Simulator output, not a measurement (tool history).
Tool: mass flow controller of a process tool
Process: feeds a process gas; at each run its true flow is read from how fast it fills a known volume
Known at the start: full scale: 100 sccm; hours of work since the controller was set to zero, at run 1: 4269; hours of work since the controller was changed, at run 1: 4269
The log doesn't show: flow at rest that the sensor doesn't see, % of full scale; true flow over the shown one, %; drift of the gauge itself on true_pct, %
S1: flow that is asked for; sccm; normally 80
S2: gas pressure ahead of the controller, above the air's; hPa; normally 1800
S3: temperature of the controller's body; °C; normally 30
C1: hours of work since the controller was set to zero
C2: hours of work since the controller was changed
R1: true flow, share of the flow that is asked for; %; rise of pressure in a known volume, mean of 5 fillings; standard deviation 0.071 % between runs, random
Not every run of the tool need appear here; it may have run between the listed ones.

run,hour,S1,S2,S3,C1,C2,R1
1,0.0,80,1800,30,4269,4269,100.33
2,165.3,80,1800,30,4375,4375,100.33
3,259.3,80,1800,30,4436,4436,100.40
4,370.7,80,1800,30,4507,4507,100.34
5,517.6,80,1800,39,4601,4601,100.60
6,677.2,80,1800,39,4704,4704,100.60
# hour 754.3: controller's zero set anew
7,798.0,80,1800,26,28,4781,100.14
8,883.6,80,1800,26,83,4836,100.11
9,1014.7,80,1800,26,167,4920,100.15
10,1138.4,80,1800,26,246,4999,100.14
11,1314.2,80,1800,30,359,5111,100.24
12,1460.4,80,1800,30,453,5205,100.19
# hour 1493.7: controller's zero set anew, once more
13,1622.4,80,1800,30,82,5309,100.88
14,1699.0,80,2060,30,132,5358,101.10
15,1787.8,80,2060,30,189,5415,100.90
16,1900.6,80,2060,30,261,5487,100.98
17,1996.6,80,1800,30,322,5549,100.91
18,2104.1,80,2350,30,391,5617,101.10
19,2214.0,80,2350,30,462,5688,100.87
20,2355.3,65,2700,30,552,5778,100.62
21,2474.7,34,1800,31,629,5855,99.36
22,2559.3,34,1800,31,683,5909,99.48
23,2719.9,80,2730,30,786,6012,101.14
24,2809.5,80,2730,30,843,6070,101.24
25,2949.9,80,2730,30,933,6160,101.15
26,3065.0,80,2730,30,1007,6233,101.22
27,3241.1,80,2730,30,1120,6346,101.36
28,3403.3,80,2730,30,1224,6450,101.15
29,3572.6,14,1800,30,1332,6559,98.24
30,3746.6,86,1940,21,1444,6670,101.05
31,3824.4,18,1800,30,1494,6720,98.39
32,3905.2,18,1800,30,1546,6772,98.40
33,3990.8,38,1530,29,1601,6827,99.45
34,4074.7,81,1530,29,1654,6881,101.00
35,4251.8,81,1530,29,1768,6994,100.87
36,4413.6,25,2220,30,1872,7098,98.84
37,4561.4,58,1640,30,1966,7192,100.32

Below, some changes in R1 between adjacent runs. For each, the amount present without the hidden state too (settings, incoming material, random variation) and the amount remaining for the hidden state with gauge scatter not shared by both compared results:
Run 28 -> 29: S1 80 -> 14, S2 2730 -> 1800. R1 -2.91 %: hidden state -0.76, all else -2.15.
Run 29 -> 30: S1 14 -> 86, S2 1800 -> 1940, S3 30 -> 21. R1 +2.81 %: hidden state +0.80, all else +2.01.
Run 30 -> 31: S1 86 -> 18, S2 1940 -> 1800, S3 21 -> 30. R1 -2.66 %: hidden state -0.62, all else -2.04.

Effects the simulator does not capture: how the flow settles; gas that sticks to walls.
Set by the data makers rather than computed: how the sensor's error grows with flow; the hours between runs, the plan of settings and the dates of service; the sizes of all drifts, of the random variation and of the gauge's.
